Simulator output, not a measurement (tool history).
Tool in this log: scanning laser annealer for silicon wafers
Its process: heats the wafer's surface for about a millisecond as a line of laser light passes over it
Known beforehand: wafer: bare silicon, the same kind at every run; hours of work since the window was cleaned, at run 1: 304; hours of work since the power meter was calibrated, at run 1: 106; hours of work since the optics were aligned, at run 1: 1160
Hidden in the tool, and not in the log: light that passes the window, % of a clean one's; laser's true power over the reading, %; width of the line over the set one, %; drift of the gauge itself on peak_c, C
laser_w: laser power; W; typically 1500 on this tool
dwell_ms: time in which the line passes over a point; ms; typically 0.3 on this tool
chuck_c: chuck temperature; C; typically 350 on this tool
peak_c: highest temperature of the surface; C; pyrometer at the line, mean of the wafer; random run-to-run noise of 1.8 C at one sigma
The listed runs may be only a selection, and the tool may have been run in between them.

run	hour	laser_w	dwell_ms	chuck_c	hours of work since the window was cleaned	hours of work since the power meter was calibrated	hours of work since the optics were aligned	peak_c
1	0	1500	0.3	350	304	106	1160	1049
2	8	1500	0.3	350	309	112	1165	1050
3	17.5	1500	0.3	350	316	119	1172	1053
4	25.7	1500	0.3	350	322	124	1178	1054
5	35.5	1500	0.3	350	329	131	1185	1050
6	43.9	1500	0.3	350	335	138	1191	1049
7	50.7	1500	0.3	350	340	142	1196	1052
8	59.6	1500	0.3	350	346	149	1202	1052
9	68.9	1500	0.3	350	353	156	1209	1051
10	78.4	1500	0.3	350	360	162	1216	1051
11	86.7	1500	0.3	350	366	168	1222	1052
12	97.6	1500	0.224	350	374	176	1230	952
13	107.3	1556	0.3	350	381	183	1237	1086
14	112.3	1556	0.3	350	384	187	1240	1090
15	122.3	1556	0.3	350	392	194	1248	1086
16	128.1	1556	0.3	350	396	198	1252	1086
17	132.9	1556	0.3	350	399	202	1255	1086
18	139.2	1287	0.219	314	404	206	1260	804
19	147.5	1287	0.219	314	410	212	1266	802
20	155.7	1634	0.346	315	416	218	1272	1154
21	163.1	1482	0.279	315	421	223	1277	979
22	170.6	1482	0.279	315	426	229	1282	980
23	179.8	1482	0.279	315	433	235	1289	980
24	190.7	1532	0.323	385	441	243	1297	1135
25	197.7	1532	0.323	385	446	248	1302	1135
26	208.7	1569	0.294	339	454	256	1310	1074
27	215.3	1500	0.368	361	459	261	1315	1142
28	226.3	1323	0.292	347	466	269	1322	936
29	233.4	1436	0.227	344	472	274	1328	917

3 options for the next run, each taken on its own from the tool as it stands now. Forecast them:
A	239.5	1421	0.282	373	476	278	1332	?
B	239.5	1647	0.3	361	476	278	1332	?
C	239.5	1448	0.227	344	476	278	1332	?

run	peak_c
A	1009
B	1152
C	923
With the hidden condition removed and each run's random variation left untouched, the same runs would have given:
run	peak_c
A	1011
B	1155
C	925

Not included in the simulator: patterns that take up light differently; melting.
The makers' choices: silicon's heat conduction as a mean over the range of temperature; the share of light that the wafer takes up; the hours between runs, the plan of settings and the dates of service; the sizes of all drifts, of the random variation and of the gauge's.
